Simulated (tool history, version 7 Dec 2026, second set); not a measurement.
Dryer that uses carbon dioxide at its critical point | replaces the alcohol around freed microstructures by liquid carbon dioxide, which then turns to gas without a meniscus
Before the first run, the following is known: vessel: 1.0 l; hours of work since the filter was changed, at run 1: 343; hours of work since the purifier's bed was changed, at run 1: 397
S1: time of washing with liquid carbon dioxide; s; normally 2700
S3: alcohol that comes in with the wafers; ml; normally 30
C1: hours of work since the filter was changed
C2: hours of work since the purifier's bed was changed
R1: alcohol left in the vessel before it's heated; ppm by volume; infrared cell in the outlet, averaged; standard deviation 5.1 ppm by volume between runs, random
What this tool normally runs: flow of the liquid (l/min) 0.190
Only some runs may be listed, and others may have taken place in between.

Run 1, hour 0.0: usual settings; C1 343; C2 397. Result: R1 133 ppm by volume.
Run 2, hour 21.4: usual settings; C1 356; C2 410. Result: R1 131 ppm by volume.
Run 3, hour 43.7: usual settings; C1 369; C2 423. Result: R1 137 ppm by volume.
Run 4, hour 66.2: usual settings; C1 383; C2 437. Result: R1 146 ppm by volume.
At hour 70.9: inlet filter changed.
Run 5, hour 92.3: usual settings but S3 38 ml; C1 13; C2 452. Result: R1 132 ppm by volume.
Run 6, hour 105.5: usual settings but S3 38 ml; C1 21; C2 460. Result: R1 131 ppm by volume.
Run 7, hour 127.6: usual settings but S1 2820 s; C1 34; C2 473. Result: R1 101 ppm by volume.
Run 8, hour 139.7: usual settings but S1 2820 s; C1 41; C2 481. Result: R1 98 ppm by volume.
Run 9, hour 155.7: usual settings but S1 2820 s; C1 51; C2 490. Result: R1 107 ppm by volume.
Run 10, hour 175.5: usual settings but S1 2820 s; C1 63; C2 502. Result: R1 110 ppm by volume.
Run 11, hour 200.8: usual settings but S1 2820 s; C1 78; C2 517. Result: R1 118 ppm by volume.
Run 12, hour 220.6: usual settings but S1 2820 s; C1 90; C2 529. Result: R1 109 ppm by volume.
Run 13, hour 235.7: usual settings but S1 2820 s; C1 99; C2 538. Result: R1 119 ppm by volume.
Run 14, hour 258.3: usual settings but S1 2400 s; C1 113; C2 552. Result: R1 196 ppm by volume.
Run 15, hour 270.2: usual settings; C1 120; C2 559. Result: R1 125 ppm by volume.
Run 16, hour 282.7: usual settings but S1 2460 s, flow of the liquid (l/min) 0.306, S3 116 ml; C1 128; C2 567. Result: R1 92 ppm by volume.
Run 17, hour 297.3: usual settings but S1 1980 s; C1 136; C2 576. Result: R1 405 ppm by volume.

Run 18, settings as shown, results not yet in. Your forecast:
Run 18, hour 321.8: usual settings but S1 3060 s, flow of the liquid (l/min) 0.273, S3 61 ml; C1 151; C2 590. Result: R1 ?.

{"run 18": {"R1": 77}}
With the hidden condition absent and the run-to-run variation left alone, this run would have shown R1 8 ppm by volume.
